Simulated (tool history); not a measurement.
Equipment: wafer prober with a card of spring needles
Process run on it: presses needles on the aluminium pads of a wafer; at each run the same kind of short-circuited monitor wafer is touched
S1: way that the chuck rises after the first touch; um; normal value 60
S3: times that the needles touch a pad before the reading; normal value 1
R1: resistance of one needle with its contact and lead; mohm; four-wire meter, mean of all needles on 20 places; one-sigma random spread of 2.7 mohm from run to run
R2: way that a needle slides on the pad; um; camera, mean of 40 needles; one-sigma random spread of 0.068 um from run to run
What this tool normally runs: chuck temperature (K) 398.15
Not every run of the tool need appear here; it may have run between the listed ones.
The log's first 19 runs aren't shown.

{"hour": 215.1, "done": "tips cleaned on abrasive film"}
{"run": 20, "hour": 224.4, "S1": 52, "chuck temperature (K)": 352.15, "S3": 2, "R1": 301, "R2": 14.04}
{"hour": 237.7, "done": "tips cleaned on abrasive film"}
{"run": 21, "hour": 239.8, "S1": 52, "chuck temperature (K)": 352.15, "S3": 2, "R1": 299, "R2": 13.92}
{"run": 22, "hour": 248.7, "S1": 52, "chuck temperature (K)": 352.15, "S3": 1, "R1": 298, "R2": 13.91}
{"run": 23, "hour": 256.8, "S1": 59, "chuck temperature (K)": 307.15, "S3": 1, "R1": 279, "R2": 15.84}
{"hour": 260.4, "done": "tips cleaned on abrasive film"}
{"run": 24, "hour": 263.8, "S1": 59, "chuck temperature (K)": 307.15, "S3": 1, "R1": 280, "R2": 15.92}
{"run": 25, "hour": 272.3, "S1": 59, "chuck temperature (K)": 304.15, "S3": 1, "R1": 275, "R2": 15.98}
{"hour": 282.7, "done": "tips cleaned on abrasive film"}
{"run": 26, "hour": 283.7, "S1": 70, "chuck temperature (K)": 341.15, "S3": 3, "R1": 290, "R2": 18.81}
{"run": 27, "hour": 297.3, "S1": 44, "chuck temperature (K)": 398.15, "S3": 2, "R1": 318, "R2": 11.78}
{"run": 28, "hour": 304.1, "S1": 60, "chuck temperature (K)": 318.15, "S3": 1, "R1": 284, "R2": 15.98}
{"hour": 305.1, "done": "tips cleaned on abrasive film"}
{"run": 29, "hour": 314.9, "S1": 43, "chuck temperature (K)": 328.15, "S3": 2, "R1": 302, "R2": 11.44}

Run 30 is up next; what results do you expect?
{"hour": 323.0, "done": "gauge calibrated"}
{"run": 30, "hour": 324.3, "S1": 67, "chuck temperature (K)": 314.15, "S3": 2, "R1": "?", "R2": "?"}

{"run 30": {"R1": 285, "R2": 18.44}}
Had the tool carried no hidden state, the very same run would have given R1 284 mohm, R2 18.44 um.

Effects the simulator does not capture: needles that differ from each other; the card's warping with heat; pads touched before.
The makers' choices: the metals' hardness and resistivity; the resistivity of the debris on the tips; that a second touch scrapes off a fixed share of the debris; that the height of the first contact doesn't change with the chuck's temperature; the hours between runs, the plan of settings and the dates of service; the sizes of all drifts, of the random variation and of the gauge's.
